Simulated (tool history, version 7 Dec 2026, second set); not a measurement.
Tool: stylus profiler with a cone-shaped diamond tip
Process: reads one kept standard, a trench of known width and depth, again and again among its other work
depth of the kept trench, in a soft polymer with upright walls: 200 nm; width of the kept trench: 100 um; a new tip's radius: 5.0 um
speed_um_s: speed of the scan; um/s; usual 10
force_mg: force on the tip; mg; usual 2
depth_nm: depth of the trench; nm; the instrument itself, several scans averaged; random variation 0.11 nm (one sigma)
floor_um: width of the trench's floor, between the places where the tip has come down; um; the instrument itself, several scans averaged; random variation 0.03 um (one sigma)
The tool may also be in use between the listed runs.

run   hour  speed_um_s  force_mg  depth_nm  floor_um
  1      0          10         2    203.19     95.48
  2   80.2          10         2    203.11     95.45
  3  161.5           5         2    203.31     95.33
  4  202.8           5         2    203.32     95.38
  5  262.6           5         2     203.4     95.28
  6  316.8          10         2     203.5     95.22
  7  367.3          10         2    203.19     95.24
  8  405.8           3         2    203.31     95.18
     412.9  -- height scale calibrated on a step standard
  9    462           3      3.36    205.11     95.24
 10  527.4           3      3.36    205.32     95.18
 11  615.1          29      5.56    206.05     95.09
 12  678.6          29      5.56    206.03     95.02

The next listed run, before its measurement:
 13  743.8           5      3.79         ?         ?

{"run 13": {"depth_nm": 205.58, "floor_um": 95.07}}
Without the tool's hidden state the same run would have given depth_nm 201.99 nm, floor_um 97.23 um.
